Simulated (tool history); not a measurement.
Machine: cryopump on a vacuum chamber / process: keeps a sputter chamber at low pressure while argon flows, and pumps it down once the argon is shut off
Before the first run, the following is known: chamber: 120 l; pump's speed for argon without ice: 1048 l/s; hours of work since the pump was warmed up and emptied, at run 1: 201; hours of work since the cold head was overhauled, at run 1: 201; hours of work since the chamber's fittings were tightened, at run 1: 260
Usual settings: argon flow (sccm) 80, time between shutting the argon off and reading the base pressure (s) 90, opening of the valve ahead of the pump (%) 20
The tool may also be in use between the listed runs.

run   hour  argon flow (sccm)  time between shutting the argon off and reading the base pressure (s)  opening of the valve ahead of the pump (%)  hours of work since the pump was warmed up and emptied  hours of work since the cold head was overhauled  hours of work since the chamber's fittings were tightened  pressure while argon flows (Pa)  pressure after the wait (uPa)
  1      0                 80                                                                     90                                          20                                                     201                                               201                                                        260                           0.6533                           1.92
  2    9.3                 80                                                                     90                                          20                                                     206                                               206                                                        265                            0.656                            1.9
  3   18.7                 80                                                                     90                                          20                                                     212                                               212                                                        271                           0.6549                           1.86
  4     28                 80                                                                     90                                          20                                                     218                                               218                                                        276                           0.6546                           1.96
  5   39.6                 59                                                                     90                                          20                                                     225                                               225                                                        283                           0.4808                           1.89
  6     50                 80                                                                     41                                          20                                                     231                                               231                                                        289                           0.6592                           3.29
  7   58.4                 80                                                                     90                                          20                                                     236                                               236                                                        294                           0.6534                           1.95
  8   65.5                 80                                                                    228                                          20                                                     240                                               240                                                        299                           0.6585                           1.34
  9   79.3                155                                                                    228                                          20                                                     248                                               248                                                        307                           1.2685                           1.33
 10   85.8                155                                                                    228                                          20                                                     252                                               252                                                        311                           1.2731                           1.31
 11   94.7                 80                                                                     90                                          20                                                     258                                               258                                                        316                           0.6544                           1.96
 12  103.1                 80                                                                     90                                          20                                                     263                                               263                                                        321                           0.6541                           2.05
 13  114.3                 80                                                                     90                                          20                                                     269                                               269                                                        328                           0.6565                           2.09
 14  127.7                 37                                                                     90                                          20                                                     277                                               277                                                        336                           0.3057                           2.07
 15  142.2                 62                                                                     90                                          20                                                     286                                               286                                                        345                           0.5065                           2.06
 16  157.3                 62                                                                     90                                          20                                                     295                                               295                                                        354                           0.5153                           2.12
 17  171.6                 69                                                                     90                                          20                                                     304                                               304                                                        362                           0.5693                           2.12
 18  182.5                148                                                                     90                                          33                                                     310                                               310                                                        369                           0.7491                           2.17
 19  188.8                 65                                                                     90                                          34                                                     314                                               314                                                        372                           0.3182                           2.12
 20  201.4                 50                                                                     90                                          20                                                     321                                               321                                                        380                           0.4117                           2.13
 21  212.2                 50                                                                     90                                          20                                                     328                                               328                                                        386                           0.4118                           2.19
 22  224.7                 64                                                                    175                                          55                                                     335                                               335                                                        394                           0.2003                           1.63
 23  230.8                106                                                                     90                                          20                                                     339                                               339                                                        398                           0.8705                           2.15
 24  243.5                 80                                                                     21                                          30                                                     347                                               347                                                        405                           0.4478                           5.85
 25  252.5                 80                                                                    236                                          51                                                     352                                               352                                                        411                           0.2694                           1.53
 26  260.1                 80                                                                    236                                          51                                                     356                                               356                                                        415                           0.2656                           1.54
 27  267.3                 32                                                                     27                                          20                                                     361                                               361                                                        419                           0.2654                           4.89
 28  274.4                 32                                                                     55                                          20                                                     365                                               365                                                        424                           0.2621                           2.94
 29  288.3                 54                                                                     39                                          20                                                     373                                               373                                                        432                            0.448                           3.76
 30  301.4                 54                                                                     39                                          20                                                     381                                               381                                                        440                           0.4444                           3.71
 31  308.6                129                                                                     39                                          38                                                     385                                               385                                                        444                           0.5762                           3.76
 32  317.5                 66                                                                    212                                          31                                                     391                                               391                                                        449                           0.3586                           1.65
 33  328.7                 66                                                                    212                                          31                                                     398                                               398                                                        456                           0.3612                           1.71
 34  338.7                 51                                                                     59                                          21                                                     403                                               403                                                        462                            0.407                           2.82

Below are 4 alternative next runs, each starting from the tool's condition after run 34. Predict each:
  A  348.1                 51                                                                     34                                          21                                                     409                                               409                                                        468                                ?                              ?
  B  348.1                 80                                                                     90                                          46                                                     409                                               409                                                        468                                ?                              ?
  C  348.1                127                                                                     57                                          20                                                     409                                               409                                                        468                                ?                              ?
  D  348.1                 80                                                                     22                                          22                                                     409                                               409                                                        468                                ?                              ?

run  pressure while argon flows (Pa)  pressure after the wait (uPa)
  A                            0.403                           4.14
  B                            0.301                           2.34
  C                           1.0457                           2.95
  D                           0.6077                           5.78
The same runs, with their run-to-run variation unchanged, on a tool lacking any hidden condition would have given:
run  pressure while argon flows (Pa)  pressure after the wait (uPa)
  A                           0.3913                           3.17
  B                           0.2825                           1.39
  C                           1.0168                           1.98
  D                           0.5893                            4.8
